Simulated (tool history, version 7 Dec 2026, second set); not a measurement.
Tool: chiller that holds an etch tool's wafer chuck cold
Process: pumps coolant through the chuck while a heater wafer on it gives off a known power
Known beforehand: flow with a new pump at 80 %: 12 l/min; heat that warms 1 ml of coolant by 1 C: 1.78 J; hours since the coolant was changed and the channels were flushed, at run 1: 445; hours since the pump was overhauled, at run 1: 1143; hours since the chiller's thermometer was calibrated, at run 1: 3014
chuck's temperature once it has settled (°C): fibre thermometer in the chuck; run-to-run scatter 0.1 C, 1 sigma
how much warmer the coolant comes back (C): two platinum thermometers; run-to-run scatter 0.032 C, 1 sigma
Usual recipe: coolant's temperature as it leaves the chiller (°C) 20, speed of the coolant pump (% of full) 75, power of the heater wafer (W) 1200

run	hour	coolant's temperature as it leaves the chiller (°C)	speed of the coolant pump (% of full)	power of the heater wafer (W)	hours since the coolant was changed and the channels were flushed	hours since the pump was overhauled	hours since the chiller's thermometer was calibrated	chuck's temperature once it has settled (°C)	how much warmer the coolant comes back (C)
1	0	20	75	1200	445	1143	3014	29.6	3.63
2	16.1	20	75	1200	461	1159	3030	29.7	3.65
3	35.7	20	75	1200	480	1179	3050	29.5	3.66
4	54	20	75	1650	499	1197	3068	33.2	4.96
5	68.9	20	75	1650	514	1212	3083	33.2	4.96
6	87	20	75	1200	532	1230	3101	29.4	3.6
7	109.6	20	75	1200	554	1253	3124	29.7	3.58
8	131.9	20	75	1200	577	1275	3146	29.9	3.59
9	155.5	20	75	1200	600	1298	3169	29.6	3.57
10	175.1	20	75	1200	620	1318	3189	29.5	3.54
11	196.2	20	75	1200	641	1339	3210	29.6	3.56
12	215.2	20	97	1200	660	1358	3229	27.5	2.68
13	237.2	20	75	784	682	1380	3251	26.4	2.22
14	269.3	20	75	784	714	1412	3283	26.3	2.27
15	297.3	20	75	784	742	1440	3311	26.1	2.25
16	326.4	20	75	784	771	1469	3340	26.3	2.23
17	348.9	20	75	784	794	1492	3363	26.3	2.24
18	362.7	20	89	1200	807	1506	3377	28.2	2.84
19	390.9	27	75	809	836	1534	3405	33.7	2.26
20	404	27	75	809	849	1547	3418	33.3	2.3
21	433.7	27	75	809	878	1577	3448	33.6	2.29
22	455.3	13	82	955	900	1598	3469	19.9	2.39
23	473.8	13	91	778	919	1617	3488	18.1	1.7
24	491.1	13	91	778	936	1634	3505	18.3	1.72
# hour 508.6: gauge calibrated
25	512.3	13	91	778	957	1655	3526	18.1	1.91
26	531.1	25	60	778	976	1674	3545	32.8	2.97
27	550.6	11	76	778	995	1693	3565	17.1	2.31
28	564.7	21	75	1200	1009	1708	3579	30.5	3.61
29	587.2	16	70	1200	1032	1730	3601	26.2	3.88
30	617.9	17	72	948	1063	1761	3632	24.8	2.97
31	632.9	11	83	1200	1078	1776	3647	19.8	3.17
32	654	11	83	1200	1099	1797	3668	19.9	3.19
33	669.9	11	83	1200	1115	1813	3684	19.8	3.21

What if the next run were any one of these 3? Each begins from the tool's condition after run 33:
A	684.7	18	67	1078	1129	1828	3699	?	?
B	684.7	27	75	680	1129	1828	3699	?	?
C	684.7	28	75	1200	1129	1828	3699	?	?

run	chuck's temperature once it has settled (°C)	how much warmer the coolant comes back (C)
A	27.6	3.66
B	32.6	1.93
C	37.7	3.53
With no hidden state in the tool, these same runs would have given:
run	chuck's temperature once it has settled (°C)	how much warmer the coolant comes back (C)
A	27.6	3.73
B	32.6	2.01
C	37.7	3.61

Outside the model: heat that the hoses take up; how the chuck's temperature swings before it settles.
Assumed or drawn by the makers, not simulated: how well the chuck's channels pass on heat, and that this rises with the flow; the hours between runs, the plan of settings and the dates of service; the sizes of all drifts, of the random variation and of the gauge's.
